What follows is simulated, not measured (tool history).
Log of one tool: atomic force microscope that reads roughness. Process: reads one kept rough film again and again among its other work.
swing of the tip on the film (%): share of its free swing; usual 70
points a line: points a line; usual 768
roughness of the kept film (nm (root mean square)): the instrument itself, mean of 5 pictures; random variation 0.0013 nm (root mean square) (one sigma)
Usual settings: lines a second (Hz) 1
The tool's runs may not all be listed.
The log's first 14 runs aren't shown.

| run | day | lines a second (Hz) | swing of the tip on the film (%) | points a line | pictures with this tip | hours of work since the height scale was calibrated | roughness of the kept film (nm (root mean square)) |
|---|---|---|---|---|---|---|---|
| 15 | 11.033 | 1 | 70 | 566 | 49 | 249 | 1.049 |
| 16 | 11.946 | 1 | 70 | 566 | 80 | 261 | 1.047 |
| 17 | 12.971 | 2.59 | 83 | 840 | 114 | 275 | 0.965 |
| 18 | 13.929 | 1 | 70 | 338 | 146 | 287 | 1.043 |
| 19 | 14.879 | 1 | 70 | 338 | 178 | 300 | 1.043 |
| 20 | 15.904 | 1 | 66 | 380 | 212 | 313 | 1.048 |
| 21 | 16.729 | 1 | 66 | 380 | 240 | 324 | 1.043 |
|  | 16.821 | new tip fitted |
| 22 | 17.217 | 1 | 57 | 380 | 13 | 330 | 1.059 |
| 23 | 18.033 | 1 | 75 | 452 | 41 | 341 | 1.04 |
| 24 | 18.783 | 1 | 70 | 440 | 66 | 351 | 1.045 |
| 25 | 19.35 | 1 | 70 | 440 | 85 | 359 | 1.046 |
| 26 | 20.088 | 3.82 | 60 | 440 | 109 | 368 | 1.025 |
| 27 | 20.588 | 3.25 | 88 | 729 | 126 | 375 | 0.915 |
| 28 | 21.133 | 3.25 | 88 | 729 | 144 | 382 | 0.914 |
| 29 | 21.683 | 3.25 | 73 | 898 | 163 | 389 | 0.989 |
| 30 | 22.754 | 3.25 | 76 | 524 | 199 | 404 | 0.975 |

Forecast each of these 3 alternatives for the next run:
| A | 23.25 | 0.85 | 70 | 568 | 215 | 410 | ? |
| B | 23.25 | 3.25 | 76 | 932 | 215 | 410 | ? |
| C | 23.25 | 2.26 | 57 | 768 | 215 | 410 | ? |

| run | roughness of the kept film (nm (root mean square)) |
|---|---|
| A | 1.046 |
| B | 0.974 |
| C | 1.045 |
Without the tool's hidden state the same runs would have given:
| run | roughness of the kept film (nm (root mean square)) |
|---|---|
| A | 1.055 |
| B | 0.982 |
| C | 1.053 |
